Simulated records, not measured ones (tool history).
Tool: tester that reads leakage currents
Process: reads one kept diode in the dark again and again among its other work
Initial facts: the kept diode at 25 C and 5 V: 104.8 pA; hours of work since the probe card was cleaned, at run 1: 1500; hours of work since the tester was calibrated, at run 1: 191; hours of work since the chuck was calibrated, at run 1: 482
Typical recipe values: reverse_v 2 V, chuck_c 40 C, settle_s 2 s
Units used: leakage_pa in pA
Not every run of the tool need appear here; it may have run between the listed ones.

| run | hour | reverse_v | chuck_c | settle_s | hours of work since the probe card was cleaned | hours of work since the tester was calibrated | hours of work since the chuck was calibrated | leakage_pa |
|---|---|---|---|---|---|---|---|---|
| 1 | 0 | 2 | 40 | 2 | 1500 | 191 | 482 | 283.97 |
| 2 | 119.5 | 2 | 40 | 2 | 1572 | 263 | 554 | 286.09 |
|  | 197.5 | chuck's temperature calibrated |
| 3 | 207 | 2 | 40 | 2 | 1624 | 315 | 6 | 274.96 |
| 4 | 371.3 | 2 | 40 | 2 | 1724 | 414 | 105 | 278.67 |
| 5 | 448.4 | 2 | 40 | 2 | 1771 | 461 | 152 | 279.14 |
| 6 | 522 | 2 | 53 | 2 | 1815 | 506 | 197 | 843.6 |
|  | 621.7 | probe card cleaned and baked |
| 7 | 637.9 | 2 | 53 | 2 | 10 | 574 | 265 | 853.42 |
| 8 | 806 | 2 | 53 | 2 | 112 | 676 | 367 | 861.58 |
| 9 | 954.9 | 2 | 40 | 1.99 | 202 | 766 | 457 | 287.89 |
| 10 | 1087.9 | 2 | 40 | 2.11 | 283 | 847 | 538 | 292.1 |
|  | 1197.9 | chuck's temperature calibrated |
| 11 | 1234.1 | 2 | 40 | 2.11 | 370 | 934 | 22 | 269.55 |
| 12 | 1407.2 | 2 | 40 | 0.34 | 475 | 1039 | 127 | 275.95 |
| 13 | 1584.9 | 2 | 40 | 0.34 | 583 | 1147 | 235 | 280.45 |
| 14 | 1668.9 | 2 | 40 | 2 | 634 | 1198 | 286 | 279.18 |
| 15 | 1758.9 | 2 | 40 | 2 | 688 | 1252 | 340 | 281.93 |
| 16 | 1918.6 | 2 | 40 | 4.25 | 785 | 1349 | 437 | 284.29 |
| 17 | 2073.2 | 2 | 40 | 4.25 | 879 | 1443 | 531 | 288.14 |
| 18 | 2158.4 | 2 | 40 | 2 | 930 | 1495 | 582 | 288.9 |
|  | 2196.1 | chuck's temperature calibrated |
| 19 | 2326.1 | 4.97 | 59 | 4.28 | 1031 | 1595 | 79 | 2059.17 |
| 20 | 2404.1 | 2 | 24 | 1 | 1078 | 1642 | 126 | 61.99 |
| 21 | 2514.6 | 1.58 | 57 | 0.99 | 1145 | 1709 | 193 | 1008.91 |
| 22 | 2616.1 | 2 | 30 | 3.87 | 1207 | 1771 | 255 | 111.35 |
| 23 | 2789.4 | 3.33 | 56 | 0.42 | 1312 | 1876 | 360 | 1372.55 |
| 24 | 2865.7 | 3.33 | 24 | 0.42 | 1358 | 1922 | 406 | 84.67 |
| 25 | 2995.3 | 2.1 | 44 | 1 | 1436 | 2001 | 484 | 414.18 |
| 26 | 3129.3 | 2.1 | 44 | 1 | 1518 | 2082 | 566 | 417.95 |
|  | 3194.5 | chuck's temperature calibrated |
| 27 | 3203.3 | 11.38 | 33 | 6.36 | 1561 | 2126 | 5 | 339.89 |
| 28 | 3355.5 | 1.71 | 52 | 2 | 1654 | 2218 | 98 | 704.79 |
| 29 | 3467.7 | 1.71 | 24 | 1.44 | 1722 | 2286 | 166 | 58.21 |
| 30 | 3584.6 | 1.24 | 40 | 2 | 1792 | 2357 | 236 | 219.58 |
| 31 | 3687.1 | 1.24 | 40 | 2 | 1855 | 2419 | 299 | 221.43 |
|  | 3708 | probe card cleaned and baked |
| 32 | 3807 | 6.95 | 34 | 2 | 60 | 2490 | 369 | 303.3 |
| 33 | 3981.3 | 2.35 | 28 | 5.73 | 166 | 2595 | 475 | 103.37 |
| 34 | 4057.3 | 2.35 | 51 | 1.82 | 212 | 2642 | 521 | 791.45 |
| 35 | 4154.3 | 5.96 | 40 | 6.65 | 271 | 2700 | 580 | 490.14 |
|  | 4196.5 | chuck's temperature calibrated |
| 36 | 4292.2 | 14.37 | 21 | 3.54 | 353 | 2783 | 58 | 119.59 |

Alternative continuations, all from the tool just after run 36; predict every row:
| A | 4400.8 | 14.37 | 57 | 1.73 | 419 | 2849 | 124 | ? |
| B | 4400.8 | 9.54 | 50 | 0.95 | 419 | 2849 | 124 | ? |
| C | 4400.8 | 1.75 | 39 | 3.54 | 419 | 2849 | 124 | ? |

| run | leakage_pa |
|---|---|
| A | 2963.26 |
| B | 1372.37 |
| C | 233.66 |
With the hidden condition removed and each run's random variation left untouched, the same runs would have given:
| run | leakage_pa |
|---|---|
| A | 2950.07 |
| B | 1364.91 |
| C | 232.02 |
